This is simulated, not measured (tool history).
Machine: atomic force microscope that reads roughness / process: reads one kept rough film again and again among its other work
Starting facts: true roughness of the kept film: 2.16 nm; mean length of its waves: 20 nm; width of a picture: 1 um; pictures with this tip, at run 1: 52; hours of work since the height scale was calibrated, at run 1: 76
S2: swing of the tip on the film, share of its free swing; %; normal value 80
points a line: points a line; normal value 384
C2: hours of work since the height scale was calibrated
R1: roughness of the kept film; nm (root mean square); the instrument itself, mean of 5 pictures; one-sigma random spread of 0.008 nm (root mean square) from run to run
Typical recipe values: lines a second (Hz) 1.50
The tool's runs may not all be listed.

run 1 day=0.000 | lines_a_second_(Hz)=1.50 S2=80 points_a_line=384 | pictures_with_this_tip=52 C2=76 | R1=1.761
run 2 day=0.667 | lines_a_second_(Hz)=1.50 S2=80 points_a_line=384 | pictures_with_this_tip=67 C2=83 | R1=1.739
run 3 day=1.621 | lines_a_second_(Hz)=1.40 S2=80 points_a_line=384 | pictures_with_this_tip=88 C2=94 | R1=1.743
run 4 day=2.767 | lines_a_second_(Hz)=1.40 S2=80 points_a_line=384 | pictures_with_this_tip=114 C2=107 | R1=1.754
run 5 day=3.546 | lines_a_second_(Hz)=1.40 S2=80 points_a_line=384 | pictures_with_this_tip=132 C2=115 | R1=1.754
run 6 day=4.608 | lines_a_second_(Hz)=1.50 S2=80 points_a_line=879 | pictures_with_this_tip=156 C2=127 | R1=1.764
run 7 day=5.767 | lines_a_second_(Hz)=1.50 S2=80 points_a_line=879 | pictures_with_this_tip=182 C2=140 | R1=1.771
run 8 day=6.288 | lines_a_second_(Hz)=1.50 S2=80 points_a_line=879 | pictures_with_this_tip=193 C2=146 | R1=1.765
run 9 day=6.871 | lines_a_second_(Hz)=1.50 S2=56 points_a_line=879 | pictures_with_this_tip=207 C2=152 | R1=1.847
run 10 day=7.554 | lines_a_second_(Hz)=1.50 S2=56 points_a_line=879 | pictures_with_this_tip=222 C2=160 | R1=1.837
run 11 day=8.592 | lines_a_second_(Hz)=1.50 S2=56 points_a_line=879 | pictures_with_this_tip=245 C2=172 | R1=1.846
-- day=9.058 new tip fitted
run 12 day=9.308 | lines_a_second_(Hz)=1.59 S2=56 points_a_line=557 | pictures_with_this_tip=6 C2=179 | R1=1.836
run 13 day=10.204 | lines_a_second_(Hz)=0.70 S2=65 points_a_line=384 | pictures_with_this_tip=26 C2=189 | R1=1.829
run 14 day=11.412 | lines_a_second_(Hz)=0.80 S2=72 points_a_line=556 | pictures_with_this_tip=53 C2=203 | R1=1.834
run 15 day=12.108 | lines_a_second_(Hz)=0.80 S2=72 points_a_line=556 | pictures_with_this_tip=69 C2=210 | R1=1.832

The next listed run, before its measurement:
run 16 day=13.354 | lines_a_second_(Hz)=1.16 S2=58 points_a_line=335 | pictures_with_this_tip=97 C2=224 | R1=?

Run 16 gave R1 1.813 nm (root mean square).
Minus the tool's unlogged condition, the same run would have read R1 1.815 nm (root mean square).
